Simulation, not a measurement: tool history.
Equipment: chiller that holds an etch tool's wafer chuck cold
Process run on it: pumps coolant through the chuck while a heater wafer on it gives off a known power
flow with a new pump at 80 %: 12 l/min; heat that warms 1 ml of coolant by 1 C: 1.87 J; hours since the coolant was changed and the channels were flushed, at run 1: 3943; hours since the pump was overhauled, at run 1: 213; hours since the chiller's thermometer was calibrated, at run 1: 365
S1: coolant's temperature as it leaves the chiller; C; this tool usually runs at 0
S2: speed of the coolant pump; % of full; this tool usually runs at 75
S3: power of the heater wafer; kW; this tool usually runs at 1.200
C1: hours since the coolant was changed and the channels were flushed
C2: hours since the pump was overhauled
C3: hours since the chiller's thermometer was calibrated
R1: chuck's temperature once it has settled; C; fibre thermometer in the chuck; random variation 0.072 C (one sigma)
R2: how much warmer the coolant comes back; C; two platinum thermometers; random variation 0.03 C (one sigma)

run    hour   S1  S2     S3    C1    C2    C3     R1    R2
  1     0.0    0  75  1.200  3943   213   365   9.72  3.47
  2    87.8    0  75  1.200  4031   301   453   9.67  3.45
  3   181.5    0  75  1.200  4125   395   547   9.74  3.39
  4   305.8    0  75  1.200  4249   519   671   9.87  3.46
  5   412.0    0  76  1.200  4355   625   777   9.76  3.38
  6   528.5    0  76  1.200  4472   742   894   9.71  3.43
  7   637.3    3  82  1.617  4580   850  1003  15.59  4.30
  8   751.0   -5  82  1.204  4694   964  1116   4.41  3.23
  9   818.0   10  90  1.536  4761  1031  1183  21.45  3.74
 10   889.0  -10  95  0.820  4832  1102  1254  -4.28  1.89
 11  1005.4    0  95  1.200  4949  1218  1371   8.65  2.77
 12  1135.1    4  61  1.200  5078  1348  1500  15.23  4.39

Results for each run, recomputed without the tool's hidden state and with each run's random variation untouched:
The tool's hidden condition here consists of: heat passed by the chuck's channels, % of clean ones'; flow at a given pump speed, % of a new pump's; coolant's true temperature over the reading, C; drift of the gauge itself on chuck_c, C; drift of the gauge itself on warmer_back_c, C.
run     R1    R2
  1   9.18  3.45
  2   9.12  3.43
  3   9.17  3.36
  4   9.27  3.43
  5   9.16  3.34
  6   9.08  3.39
  7  14.68  4.24
  8   3.77  3.17
  9  20.61  3.67
 10  -4.60  1.86
 11   8.04  2.71
 12  14.37  4.28

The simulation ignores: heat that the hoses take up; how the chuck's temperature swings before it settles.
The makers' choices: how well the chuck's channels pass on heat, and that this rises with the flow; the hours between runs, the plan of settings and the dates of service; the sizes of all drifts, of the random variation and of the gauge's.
